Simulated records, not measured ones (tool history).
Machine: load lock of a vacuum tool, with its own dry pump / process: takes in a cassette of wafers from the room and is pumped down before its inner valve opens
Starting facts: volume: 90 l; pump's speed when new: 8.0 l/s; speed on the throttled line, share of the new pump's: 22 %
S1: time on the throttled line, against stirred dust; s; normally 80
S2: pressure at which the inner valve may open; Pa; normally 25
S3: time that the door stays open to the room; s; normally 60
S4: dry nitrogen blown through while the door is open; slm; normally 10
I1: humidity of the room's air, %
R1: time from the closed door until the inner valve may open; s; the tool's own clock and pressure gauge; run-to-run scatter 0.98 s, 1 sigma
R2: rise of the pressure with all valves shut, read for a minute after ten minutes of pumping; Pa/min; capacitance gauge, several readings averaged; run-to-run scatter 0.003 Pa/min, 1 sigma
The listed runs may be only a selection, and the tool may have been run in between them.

run,hour,S1,S2,S3,S4,I1,R1,R2
1,0,80,25,60,10,43.7,157.3,0.045
2,565.4,80,25,60,10,46.7,157.7,0.043
3,1171.1,80,42,60,10,46.3,149.8,0.042
4,1753,80,42,60,10,41.7,151.6,0.04
5,2324.4,83,42,60,10,43.1,153.6,0.039
6,2862.7,80,23,60,10,44.5,157.4,0.047
7,3278.1,80,23,60,10,44.9,158.3,0.039
8,3801,80,23,60,10,43.3,157.5,0.037
9,4326.6,80,25,60,10,46,155.5,0.042
10,5035.6,80,25,60,10,48.2,156.7,0.046
11,5391.8,80,25,60,10,41.3,155.8,0.041
12,5812.3,80,25,60,10,45.7,157.7,0.042
13,6192.9,80,25,126,10,44.8,154.6,0.07
14,6922.9,80,25,179,10,44.4,156.9,0.067
15,7607.3,80,25,179,10,44.3,158.1,0.072
16,8079.9,80,25,60,10,44.6,156.3,0.04
# hour 8280.4: dry pump taken out, an overhauled one fitted
17,8566,80,25,60,10,43.9,155.5,0.038
18,9156,80,25,60,10,45.9,156.4,0.043
19,9454.4,80,25,60,10,44.5,158,0.047
20,10174.3,80,25,60,10,41.6,155,0.042
21,10515.1,41,23,120,10,39.8,127.1,0.055
22,10869.6,41,23,120,10,44.5,126.5,0.068
23,11567,86,27,112,7,42.7,161.7,0.063
# hour 11745.4: door's seal changed, seat wiped
24,12014.5,86,27,112,7,49.3,160.3,0.066
25,12597.2,120,25,60,10,44.8,189,0.048
26,13136.6,80,26,60,10,46.9,154.7,0.046

Predict the results of run 27:
27,13746.3,80,26,60,10,46.4,?,?

Run 27 came out at R1 154.1 s, R2 0.046 Pa/min.
With no hidden state in the tool, this same run would have given R1 154.1 s, R2 0.046 Pa/min.

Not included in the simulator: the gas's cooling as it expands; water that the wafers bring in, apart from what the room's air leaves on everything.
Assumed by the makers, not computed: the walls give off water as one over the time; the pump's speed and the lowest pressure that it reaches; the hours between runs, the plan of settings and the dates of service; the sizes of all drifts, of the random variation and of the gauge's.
